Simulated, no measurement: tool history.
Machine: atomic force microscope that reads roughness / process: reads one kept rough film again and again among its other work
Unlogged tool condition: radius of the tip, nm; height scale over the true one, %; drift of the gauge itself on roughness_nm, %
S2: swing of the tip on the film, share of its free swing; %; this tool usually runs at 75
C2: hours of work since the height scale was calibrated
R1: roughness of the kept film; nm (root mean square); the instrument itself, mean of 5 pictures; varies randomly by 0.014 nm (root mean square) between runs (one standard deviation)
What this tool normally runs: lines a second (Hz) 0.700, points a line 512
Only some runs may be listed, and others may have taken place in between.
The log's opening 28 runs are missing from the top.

{"run": 29, "hour": 1033.8, "lines a second (Hz)": 3.094, "S2": 88, "points a line": 357, "pictures with this tip": 65, "C2": 893, "R1": 2.495}
{"run": 30, "hour": 1064.3, "lines a second (Hz)": 0.7, "S2": 64, "points a line": 512, "pictures with this tip": 107, "C2": 916, "R1": 3.416}
{"hour": 1069.1, "done": "new tip fitted"}
{"run": 31, "hour": 1108.0, "lines a second (Hz)": 1.733, "S2": 64, "points a line": 678, "pictures with this tip": 54, "C2": 948, "R1": 3.329}
{"run": 32, "hour": 1137.9, "lines a second (Hz)": 0.594, "S2": 81, "points a line": 512, "pictures with this tip": 95, "C2": 970, "R1": 3.324}
{"hour": 1149.9, "done": "new tip fitted"}
{"run": 33, "hour": 1180.6, "lines a second (Hz)": 0.602, "S2": 88, "points a line": 987, "pictures with this tip": 43, "C2": 1002, "R1": 3.268}
{"run": 34, "hour": 1209.2, "lines a second (Hz)": 0.602, "S2": 88, "points a line": 987, "pictures with this tip": 82, "C2": 1024, "R1": 3.277}
{"hour": 1230.1, "done": "new tip fitted"}
{"run": 35, "hour": 1250.4, "lines a second (Hz)": 0.602, "S2": 88, "points a line": 987, "pictures with this tip": 28, "C2": 1054, "R1": 3.283}
{"run": 36, "hour": 1281.7, "lines a second (Hz)": 0.602, "S2": 88, "points a line": 705, "pictures with this tip": 71, "C2": 1078, "R1": 3.245}
{"hour": 1313.4, "done": "new tip fitted"}
{"run": 37, "hour": 1320.5, "lines a second (Hz)": 0.7, "S2": 67, "points a line": 262, "pictures with this tip": 9, "C2": 1106, "R1": 3.387}
{"run": 38, "hour": 1367.9, "lines a second (Hz)": 1.32, "S2": 75, "points a line": 512, "pictures with this tip": 75, "C2": 1142, "R1": 3.253}
{"hour": 1396.2, "done": "new tip fitted"}
{"run": 39, "hour": 1408.3, "lines a second (Hz)": 1.32, "S2": 57, "points a line": 512, "pictures with this tip": 16, "C2": 1172, "R1": 3.432}
{"run": 40, "hour": 1457.9, "lines a second (Hz)": 1.32, "S2": 57, "points a line": 512, "pictures with this tip": 85, "C2": 1209, "R1": 3.438}
{"hour": 1477.1, "done": "new tip fitted"}
{"run": 41, "hour": 1494.8, "lines a second (Hz)": 1.32, "S2": 57, "points a line": 512, "pictures with this tip": 25, "C2": 1236, "R1": 3.446}
{"run": 42, "hour": 1542.3, "lines a second (Hz)": 1.664, "S2": 65, "points a line": 996, "pictures with this tip": 90, "C2": 1272, "R1": 3.307}
{"hour": 1559.8, "done": "new tip fitted"}
{"run": 43, "hour": 1592.4, "lines a second (Hz)": 1.664, "S2": 65, "points a line": 996, "pictures with this tip": 45, "C2": 1309, "R1": 3.325}

What if the next run were any one of these 4? Each begins from the tool's condition after run 43:
{"run": "A", "hour": 1624.2, "lines a second (Hz)": 1.664, "S2": 70, "points a line": 996, "pictures with this tip": 89, "C2": 1333, "R1": "?"}
{"run": "B", "hour": 1624.2, "lines a second (Hz)": 2.281, "S2": 63, "points a line": 512, "pictures with this tip": 89, "C2": 1333, "R1": "?"}
{"run": "C", "hour": 1624.2, "lines a second (Hz)": 1.402, "S2": 75, "points a line": 717, "pictures with this tip": 89, "C2": 1333, "R1": "?"}
{"run": "D", "hour": 1624.2, "lines a second (Hz)": 1.532, "S2": 82, "points a line": 847, "pictures with this tip": 89, "C2": 1333, "R1": "?"}

run=A R1=3.238
run=B R1=3.261
run=C R1=3.216
run=D R1=3.075
What these runs would have given with no unlogged condition in the tool:
run=A R1=3.247
run=B R1=3.270
run=C R1=3.225
run=D R1=3.083
